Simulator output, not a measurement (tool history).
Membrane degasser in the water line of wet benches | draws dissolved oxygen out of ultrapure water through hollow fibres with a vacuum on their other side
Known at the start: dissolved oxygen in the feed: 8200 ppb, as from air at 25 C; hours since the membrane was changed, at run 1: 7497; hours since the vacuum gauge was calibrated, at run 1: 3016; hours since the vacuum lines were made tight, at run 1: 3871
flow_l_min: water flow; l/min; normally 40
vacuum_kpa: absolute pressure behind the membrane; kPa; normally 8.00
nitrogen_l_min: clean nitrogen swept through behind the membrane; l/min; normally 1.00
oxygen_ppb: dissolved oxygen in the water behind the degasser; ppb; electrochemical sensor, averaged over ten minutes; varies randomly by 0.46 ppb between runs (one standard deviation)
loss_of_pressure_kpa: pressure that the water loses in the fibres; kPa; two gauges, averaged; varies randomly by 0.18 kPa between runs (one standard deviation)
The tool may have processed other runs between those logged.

| run | day | flow_l_min | vacuum_kpa | nitrogen_l_min | hours since the membrane was changed | hours since the vacuum gauge was calibrated | hours since the vacuum lines were made tight | oxygen_ppb | loss_of_pressure_kpa |
|---|---|---|---|---|---|---|---|---|---|
| 1 | 0.000 | 40 | 8.00 | 1.00 | 7497 | 3016 | 3871 | 383.1 | 34.61 |
|  | 4.742 | vacuum gauge calibrated |
| 2 | 6.983 | 40 | 8.00 | 1.00 | 7664 | 54 | 4038 | 385.4 | 35.00 |
| 3 | 16.358 | 40 | 8.00 | 1.00 | 7889 | 279 | 4263 | 386.7 | 34.84 |
| 4 | 24.550 | 40 | 8.00 | 0.59 | 8085 | 475 | 4460 | 563.9 | 34.65 |
|  | 28.425 | seals of the vacuum lines changed |
|  | 30.362 | vacuum gauge calibrated, once more |
| 5 | 35.433 | 40 | 8.00 | 1.00 | 8344 | 122 | 168 | 374.6 | 34.76 |
| 6 | 45.217 | 40 | 8.00 | 1.00 | 8579 | 356 | 403 | 375.5 | 34.91 |
| 7 | 50.771 | 40 | 8.00 | 2.35 | 8712 | 490 | 536 | 186.7 | 35.37 |
| 8 | 57.104 | 40 | 4.81 | 1.00 | 8864 | 642 | 688 | 133.0 | 35.19 |
| 9 | 62.683 | 40 | 8.00 | 1.68 | 8998 | 776 | 822 | 249.1 | 35.14 |
| 10 | 70.804 | 40 | 8.00 | 1.68 | 9193 | 971 | 1017 | 249.3 | 35.31 |
| 11 | 76.529 | 40 | 8.00 | 1.68 | 9330 | 1108 | 1154 | 249.3 | 35.09 |
| 12 | 83.008 | 40 | 8.00 | 1.68 | 9486 | 1263 | 1309 | 249.6 | 35.38 |
| 13 | 90.579 | 40 | 8.00 | 1.68 | 9668 | 1445 | 1491 | 249.8 | 35.74 |
| 14 | 95.517 | 40 | 8.00 | 1.68 | 9786 | 1564 | 1610 | 250.1 | 35.20 |
| 15 | 105.804 | 40 | 8.00 | 1.68 | 10033 | 1811 | 1857 | 250.9 | 35.54 |
| 16 | 111.167 | 49 | 8.00 | 1.68 | 10162 | 1939 | 1985 | 298.4 | 43.43 |
| 17 | 118.104 | 49 | 8.00 | 1.68 | 10328 | 2106 | 2152 | 299.3 | 43.21 |
| 18 | 122.971 | 28 | 8.65 | 0.56 | 10445 | 2223 | 2269 | 501.9 | 24.97 |
| 19 | 131.329 | 28 | 8.65 | 0.56 | 10646 | 2423 | 2469 | 501.8 | 24.84 |
| 20 | 137.712 | 28 | 8.65 | 0.56 | 10799 | 2576 | 2622 | 502.6 | 24.82 |
| 21 | 146.362 | 28 | 8.65 | 0.56 | 11006 | 2784 | 2830 | 504.0 | 24.66 |
| 22 | 153.225 | 37 | 17.52 | 0.56 | 11171 | 2949 | 2995 | 1460.3 | 32.96 |
| 23 | 158.233 | 40 | 5.81 | 1.00 | 11291 | 3069 | 3115 | 216.0 | 36.09 |
|  | 161.175 | vacuum gauge calibrated |
| 24 | 167.471 | 40 | 16.83 | 2.44 | 11512 | 151 | 3336 | 489.5 | 35.93 |
| 25 | 177.262 | 35 | 19.19 | 1.84 | 11747 | 386 | 3571 | 642.3 | 31.42 |
| 26 | 182.946 | 35 | 19.19 | 1.84 | 11884 | 523 | 3707 | 642.5 | 31.45 |
| 27 | 190.262 | 28 | 14.83 | 1.32 | 12059 | 698 | 3883 | 521.9 | 25.17 |
| 28 | 196.104 | 40 | 13.11 | 0.52 | 12200 | 838 | 4023 | 1164.7 | 36.27 |
| 29 | 201.492 | 40 | 15.60 | 0.44 | 12329 | 968 | 4153 | 1563.8 | 36.01 |
| 30 | 206.371 | 52 | 16.31 | 1.00 | 12446 | 1085 | 4270 | 1154.4 | 46.73 |
| 31 | 216.029 | 40 | 5.32 | 0.70 | 12678 | 1317 | 4501 | 228.0 | 36.43 |
|  | 218.029 | seals of the vacuum lines changed |
| 32 | 222.800 | 40 | 7.63 | 1.74 | 12838 | 1477 | 115 | 226.1 | 36.43 |

Consider 4 possible next runs. They are alternatives, not a sequence: every one starts from the tool as it was left by run 32. What does each give?
| A | 231.517 | 47 | 10.80 | 1.74 | 13048 | 1686 | 324 | ? | ? |
| B | 231.517 | 40 | 7.63 | 2.51 | 13048 | 1686 | 324 | ? | ? |
| C | 231.517 | 40 | 10.72 | 1.74 | 13048 | 1686 | 324 | ? | ? |
| D | 231.517 | 40 | 6.52 | 1.35 | 13048 | 1686 | 324 | ? | ? |

| run | oxygen_ppb | loss_of_pressure_kpa |
|---|---|---|
| A | 430.8 | 42.60 |
| B | 165.9 | 35.93 |
| C | 372.6 | 36.31 |
| D | 212.8 | 36.26 |
The same runs, with their run-to-run variation unchanged, on a tool lacking any hidden condition would have given:
| run | oxygen_ppb | loss_of_pressure_kpa |
|---|---|---|
| A | 424.2 | 38.76 |
| B | 161.0 | 32.69 |
| C | 367.3 | 33.05 |
| D | 206.8 | 33.00 |
